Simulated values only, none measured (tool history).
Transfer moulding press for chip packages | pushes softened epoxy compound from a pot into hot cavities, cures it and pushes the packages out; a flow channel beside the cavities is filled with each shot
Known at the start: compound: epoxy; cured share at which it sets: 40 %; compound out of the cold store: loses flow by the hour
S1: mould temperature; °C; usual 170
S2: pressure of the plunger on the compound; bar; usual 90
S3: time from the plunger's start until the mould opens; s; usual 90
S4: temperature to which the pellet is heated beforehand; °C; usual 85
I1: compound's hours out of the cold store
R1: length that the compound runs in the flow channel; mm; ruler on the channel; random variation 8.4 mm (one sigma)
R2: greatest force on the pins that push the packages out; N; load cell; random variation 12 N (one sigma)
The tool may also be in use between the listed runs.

run 1 hour=0 | S1=170 S2=90 S3=90 S4=85 | I1=39.4 | R1=856 R2=524
run 2 hour=19.9 | S1=170 S2=90 S3=90 S4=85 | I1=9.4 | R1=1031 R2=566
-- hour=22.6 cavities cleaned with cleaning compound and waxed
run 3 hour=36.2 | S1=170 S2=90 S3=90 S4=85 | I1=21.8 | R1=954 R2=553
run 4 hour=50.9 | S1=173 S2=90 S3=90 S4=85 | I1=18.2 | R1=965 R2=491
run 5 hour=61.6 | S1=173 S2=90 S3=90 S4=85 | I1=11.1 | R1=1009 R2=482
run 6 hour=75.5 | S1=173 S2=90 S3=90 S4=85 | I1=33.7 | R1=882 R2=461
-- hour=78.5 cavities cleaned with cleaning compound and waxed
run 7 hour=95.7 | S1=176 S2=90 S3=90 S4=85 | I1=32.9 | R1=873 R2=402
run 8 hour=112.7 | S1=170 S2=90 S3=90 S4=83 | I1=38.7 | R1=872 R2=519
-- hour=133.5 cavities cleaned with cleaning compound and waxed
run 9 hour=135.6 | S1=170 S2=90 S3=90 S4=83 | I1=13.1 | R1=1010 R2=565
run 10 hour=152.8 | S1=170 S2=90 S3=90 S4=83 | I1=12.9 | R1=1009 R2=592
run 11 hour=169.1 | S1=170 S2=90 S3=89 S4=83 | I1=14.6 | R1=1000 R2=580
-- hour=188.4 cavities cleaned with cleaning compound and waxed
run 12 hour=192.7 | S1=170 S2=90 S3=90 S4=85 | I1=8.4 | R1=1032 R2=587
run 13 hour=212.3 | S1=170 S2=90 S3=90 S4=85 | I1=14.1 | R1=999 R2=573
run 14 hour=234.7 | S1=170 S2=90 S3=90 S4=85 | I1=8.7 | R1=1029 R2=590
-- hour=244.1 cavities cleaned with cleaning compound and waxed
run 15 hour=251.8 | S1=170 S2=90 S3=90 S4=85 | I1=14.4 | R1=991 R2=580
-- hour=256.4 plunger's sealing rings changed
run 16 hour=275.9 | S1=170 S2=90 S3=90 S4=85 | I1=18.3 | R1=979 R2=534
run 17 hour=293.1 | S1=170 S2=90 S3=90 S4=85 | I1=21.4 | R1=961 R2=534
-- hour=303.1 cavities cleaned with cleaning compound and waxed
run 18 hour=311.5 | S1=170 S2=105.4 S3=99 S4=85 | I1=16.3 | R1=1068 R2=472
run 19 hour=331.5 | S1=169 S2=71.7 S3=129 S4=90 | I1=38.5 | R1=789 R2=392
run 20 hour=342.5 | S1=173 S2=99.3 S3=92 S4=75 | I1=29 | R1=952 R2=452
-- hour=357.9 cavities cleaned with cleaning compound and waxed
run 21 hour=365.6 | S1=175 S2=106.7 S3=128 S4=86 | I1=24.9 | R1=1006 R2=352
run 22 hour=376.6 | S1=175 S2=106.7 S3=128 S4=86 | I1=32.3 | R1=958 R2=380
run 23 hour=395.1 | S1=175 S2=106.7 S3=128 S4=77 | I1=19.8 | R1=1031 R2=368
run 24 hour=408.7 | S1=175 S2=106.7 S3=128 S4=77 | I1=33.9 | R1=947 R2=379
-- hour=413 cavities cleaned with cleaning compound and waxed
run 25 hour=431.9 | S1=165 S2=68 S3=86 S4=78 | I1=25.8 | R1=822 R2=901
run 26 hour=446.9 | S1=175 S2=90 S3=90 S4=85 | I1=13.9 | R1=985 R2=427
run 27 hour=460.1 | S1=177 S2=77.3 S3=79 S4=93 | I1=18 | R1=871 R2=456
-- hour=468.1 cavities cleaned with cleaning compound and waxed
run 28 hour=481 | S1=177 S2=77.3 S3=79 S4=93 | I1=41.3 | R1=770 R2=432

Forecast each of these 3 alternatives for the next run:
run A hour=503.4 | S1=170 S2=81.8 S3=90 S4=85 | I1=27.6 | R1=? R2=?
run B hour=503.4 | S1=170 S2=97 S3=90 S4=93 | I1=18.7 | R1=? R2=?
run C hour=503.4 | S1=177 S2=77.3 S3=91 S4=93 | I1=45.7 | R1=? R2=?

run=A R1=884 R2=563
run=B R1=1013 R2=562
run=C R1=765 R2=390
Without the tool's hidden state the same runs would have given:
run=A R1=884 R2=560
run=B R1=1013 R2=560
run=C R1=765 R2=389
